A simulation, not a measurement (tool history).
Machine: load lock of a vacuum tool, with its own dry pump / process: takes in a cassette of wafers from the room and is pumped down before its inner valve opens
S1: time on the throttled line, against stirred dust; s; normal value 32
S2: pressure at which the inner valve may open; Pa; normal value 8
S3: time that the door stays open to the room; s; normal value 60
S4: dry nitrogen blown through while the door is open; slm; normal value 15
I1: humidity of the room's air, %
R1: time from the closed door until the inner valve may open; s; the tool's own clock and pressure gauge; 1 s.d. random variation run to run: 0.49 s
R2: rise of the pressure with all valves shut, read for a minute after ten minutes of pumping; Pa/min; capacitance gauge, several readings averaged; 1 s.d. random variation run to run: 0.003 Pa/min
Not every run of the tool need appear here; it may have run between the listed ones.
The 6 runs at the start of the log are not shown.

Run 7, hour 1170.3: usual settings; I1 46.1. Result: R1 68.0 s, R2 0.078 Pa/min.
Run 8, hour 1279.3: usual settings but S1 33 s; I1 45.3. Result: R1 69.3 s, R2 0.082 Pa/min.
Run 9, hour 1456.6: usual settings but S1 33 s; I1 50.4. Result: R1 69.4 s, R2 0.088 Pa/min.
Run 10, hour 1551.8: usual settings but S1 33 s; I1 47.3. Result: R1 69.4 s, R2 0.086 Pa/min.
Run 11, hour 1712.2: usual settings but S1 33 s; I1 43.9. Result: R1 69.5 s, R2 0.080 Pa/min.
Run 12, hour 1856.2: usual settings but S1 33 s, S4 13 slm; I1 44.2. Result: R1 69.9 s, R2 0.082 Pa/min.
Run 13, hour 1968.5: usual settings but S1 33 s, S4 13 slm; I1 44.8. Result: R1 69.0 s, R2 0.089 Pa/min.
Run 14, hour 2146.4: usual settings but S1 50 s, S4 13 slm; I1 45.1. Result: R1 83.0 s, R2 0.095 Pa/min.
Run 15, hour 2238.2: usual settings but S1 50 s, S4 13 slm; I1 41.3. Result: R1 83.2 s, R2 0.091 Pa/min.
Run 16, hour 2331.8: usual settings but S1 50 s, S4 13 slm; I1 40.3. Result: R1 82.5 s, R2 0.089 Pa/min.
Run 17, hour 2471.8: usual settings; I1 46.4. Result: R1 69.2 s, R2 0.095 Pa/min.
Run 18, hour 2681.7: usual settings; I1 47.5. Result: R1 69.5 s, R2 0.097 Pa/min.
Run 19, hour 2883.4: usual settings; I1 45.3. Result: R1 69.8 s, R2 0.101 Pa/min.
Run 20, hour 3003.5: usual settings but S2 13 Pa, S3 69 s; I1 45.8. Result: R1 67.3 s, R2 0.103 Pa/min.
Run 21, hour 3198.9: usual settings but S2 13 Pa, S3 69 s; I1 44.7. Result: R1 67.5 s, R2 0.108 Pa/min.

Forecast run 22:
Run 22, hour 3304.2: usual settings but S2 11 Pa; I1 46.2. Result: R1 ?, R2 ?.

R1: 68.7 s
R2: 0.105 Pa/min
Take away the tool's hidden state, keep the run-to-run variation as it was, and the same run would have given R1 64.1 s, R2 0.040 Pa/min.
